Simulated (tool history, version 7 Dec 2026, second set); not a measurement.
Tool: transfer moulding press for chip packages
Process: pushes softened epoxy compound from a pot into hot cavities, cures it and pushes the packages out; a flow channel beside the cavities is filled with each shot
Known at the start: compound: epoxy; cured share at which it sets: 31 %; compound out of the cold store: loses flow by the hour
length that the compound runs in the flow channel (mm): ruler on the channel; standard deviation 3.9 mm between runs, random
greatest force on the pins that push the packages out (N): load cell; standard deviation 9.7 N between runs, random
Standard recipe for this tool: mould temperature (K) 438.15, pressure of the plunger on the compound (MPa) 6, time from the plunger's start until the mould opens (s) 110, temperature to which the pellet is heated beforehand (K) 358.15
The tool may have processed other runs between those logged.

run     day  mould temperature (K)  pressure of the plunger on the compound (MPa)  time from the plunger's start until the mould opens (s)  temperature to which the pellet is heated beforehand (K)  incoming compound's hours out of the cold store  length that the compound runs in the flow channel (mm)  greatest force on the pins that push the packages out (N)
  1       0                 438.15                                              6                                                      110                                                    358.15                                             41.9                                                     680                                                        608
        1.1  -- cavities cleaned with cleaning compound and waxed
  2   1.592                 438.15                                              6                                                       91                                                    358.15                                             44.8                                                     663                                                        731
      3.488  -- cavities cleaned with cleaning compound and waxed
  3   3.983                 438.15                                              6                                                       91                                                    358.15                                             34.6                                                     684                                                        759
      6.004  -- cavities cleaned with cleaning compound and waxed
  4   6.383                 438.15                                              6                                                       91                                                    358.15                                               22                                                     703                                                        741
  5   7.658                 438.15                                              6                                                       91                                                    358.15                                             43.7                                                     659                                                        920
      8.375  -- cavities cleaned with cleaning compound and waxed
  6   9.654                 438.15                                              6                                                       91                                                    358.15                                             19.1                                                     699                                                        876
      10.75  -- cavities cleaned with cleaning compound and waxed
  7  11.804                 438.15                                              6                                                       91                                                    358.15                                               16                                                     695                                                        837
       12.9  -- plunger's sealing rings changed
     13.279  -- cavities cleaned with cleaning compound and waxed
  8  13.654                 438.15                                              6                                                       91                                                    358.15                                             21.3                                                     734                                                        786
     15.662  -- cavities cleaned with cleaning compound and waxed
  9  16.075                 438.15                                              6                                                      110                                                    352.15                                             39.1                                                     695                                                        528
     16.612  -- mould's thermocouples calibrated
     18.217  -- cavities cleaned with cleaning compound and waxed
 10  18.238                 438.15                                              6                                                      110                                                    358.15                                             43.5                                                     680                                                        431
 11  19.779                 435.15                                              6                                                      110                                                    358.15                                             42.3                                                     694                                                        684
     20.596  -- cavities cleaned with cleaning compound and waxed
 12  22.717                 435.15                                              6                                                      110                                                    358.15                                             42.8                                                     687                                                        771
     22.962  -- cavities cleaned with cleaning compound and waxed
     25.454  -- cavities cleaned with cleaning compound and waxed
 13  25.625                 438.15                                              6                                                      110                                                    358.15                                             15.3                                                     717                                                        467
 14   27.05                 437.15                                           4.96                                                      114                                                    358.15                                             14.6                                                     643                                                        639
     27.804  -- cavities cleaned with cleaning compound and waxed
     30.167  -- cavities cleaned with cleaning compound and waxed
 15  30.167                 431.15                                           5.07                                                      140                                                    359.15                                             35.4                                                     638                                                        468
 16  32.354                 438.15                                           5.39                                                      132                                                    364.15                                               21                                                     656                                                        489
     32.558  -- cavities cleaned with cleaning compound and waxed
     34.704  -- plunger's sealing rings changed
 17  34.704                 438.15                                           5.39                                                      132                                                    364.15                                             32.2                                                     675                                                        518
     35.142  -- cavities cleaned with cleaning compound and waxed
     37.529  -- cavities cleaned with cleaning compound and waxed
 18  37.529                 442.15                                           5.39                                                      132                                                    352.15                                             11.8                                                     693                                                        331
     39.962  -- cavities cleaned with cleaning compound and waxed
 19  40.371                 438.15                                           5.39                                                      132                                                    361.15                                             13.8                                                     688                                                        405
     42.404  -- cavities cleaned with cleaning compound and waxed
 20  42.858                 436.15                                              6                                                      110                                                    356.15                                             23.1                                                     718                                                        583
 21  44.388                 445.15                                           6.63                                                      125                                                    351.15                                             21.8                                                     724                                                        444
     44.775  -- cavities cleaned with cleaning compound and waxed
 22  46.929                 445.15                                           6.63                                                      125                                                    351.15                                             23.9                                                     716                                                        456
      47.15  -- cavities cleaned with cleaning compound and waxed
     49.525  -- cavities cleaned with cleaning compound and waxed
 23  49.525                 438.15                                              6                                                      110                                                    365.15                                             44.1                                                     659                                                        424
 24  51.662                 438.15                                              6                                                      106                                                    351.15                                             40.9                                                     669                                                        681
     51.904  -- cavities cleaned with cleaning compound and waxed
 25  53.838                 438.15                                              6                                                      106                                                    353.15                                             44.6                                                     659                                                        659

Consider 4 possible next runs. They are alternatives, not a sequence: every one starts from the tool as it was left by run 25. What does each give?
     54.067  -- mould's thermocouples calibrated
     54.358  -- cavities cleaned with cleaning compound and waxed
  A  55.338                 439.15                                           4.85                                                      110                                                    363.15                                             29.9                                                       ?                                                          ?
     54.067  -- mould's thermocouples calibrated
     54.358  -- cavities cleaned with cleaning compound and waxed
  B  55.338                 438.15                                           6.43                                                      110                                                    358.15                                             42.2                                                       ?                                                          ?
     54.067  -- mould's thermocouples calibrated
     54.358  -- cavities cleaned with cleaning compound and waxed
  C  55.338                 438.15                                              6                                                      138                                                    359.15                                               27                                                       ?                                                          ?
     54.067  -- mould's thermocouples calibrated
     54.358  -- cavities cleaned with cleaning compound and waxed
  D  55.338                 438.15                                              6                                                      105                                                    358.15                                             27.9                                                       ?                                                          ?

run  length that the compound runs in the flow channel (mm)  greatest force on the pins that push the packages out (N)
  A                                                     602                                                        511
  B                                                     671                                                        543
  C                                                     676                                                        432
  D                                                     676                                                        584
What these runs would have given with no unlogged condition in the tool:
run  length that the compound runs in the flow channel (mm)  greatest force on the pins that push the packages out (N)
  A                                                     638                                                        405
  B                                                     711                                                        432
  C                                                     716                                                        346
  D                                                     716                                                        462
